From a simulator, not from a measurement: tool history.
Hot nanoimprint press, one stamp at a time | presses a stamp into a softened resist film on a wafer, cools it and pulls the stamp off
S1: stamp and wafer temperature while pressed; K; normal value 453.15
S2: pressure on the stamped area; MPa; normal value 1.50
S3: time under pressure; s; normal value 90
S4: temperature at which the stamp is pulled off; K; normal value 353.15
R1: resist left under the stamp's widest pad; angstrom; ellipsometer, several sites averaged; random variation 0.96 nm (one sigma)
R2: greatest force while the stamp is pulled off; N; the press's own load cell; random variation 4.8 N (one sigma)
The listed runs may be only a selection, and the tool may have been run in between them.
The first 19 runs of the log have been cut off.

run,hour,S1,S2,S3,S4,R1,R2
20,346.8,453.15,1.50,88,353.15,3514,292
21,370.2,453.15,1.09,89,348.15,4119,354
22,388.4,453.15,1.09,89,348.15,4131,356
23,406.3,454.15,1.50,91,353.15,3343,330
24,427.3,459.15,1.50,53,353.15,3268,332
25,445.3,453.15,1.50,165,349.15,2871,363
26,459.1,453.15,1.50,90,358.15,3514,287
27,483.8,453.15,1.49,46,353.15,4297,343
28,509.1,453.15,1.49,46,353.15,4286,351
29,523.8,453.15,1.50,177,356.15,2823,325
30,550.3,453.15,1.50,62,355.15,3942,345

Consider 4 possible next runs. They are alternatives, not a sequence: every one starts from the tool as it was left by run 30. What does each give?
A,575.2,462.15,2.37,90,353.15,?,?
B,575.2,443.15,1.50,109,355.15,?,?
C,575.2,463.15,1.26,62,361.15,?,?
D,575.2,453.15,2.01,62,355.15,?,?

run,R1,R2
A,1874,363
B,4915,360
C,2973,302
D,3412,344
Take away the tool's hidden state, keep each run's random variation, and the runs would have read:
run,R1,R2
A,1774,229
B,4731,227
C,2852,190
D,3245,217
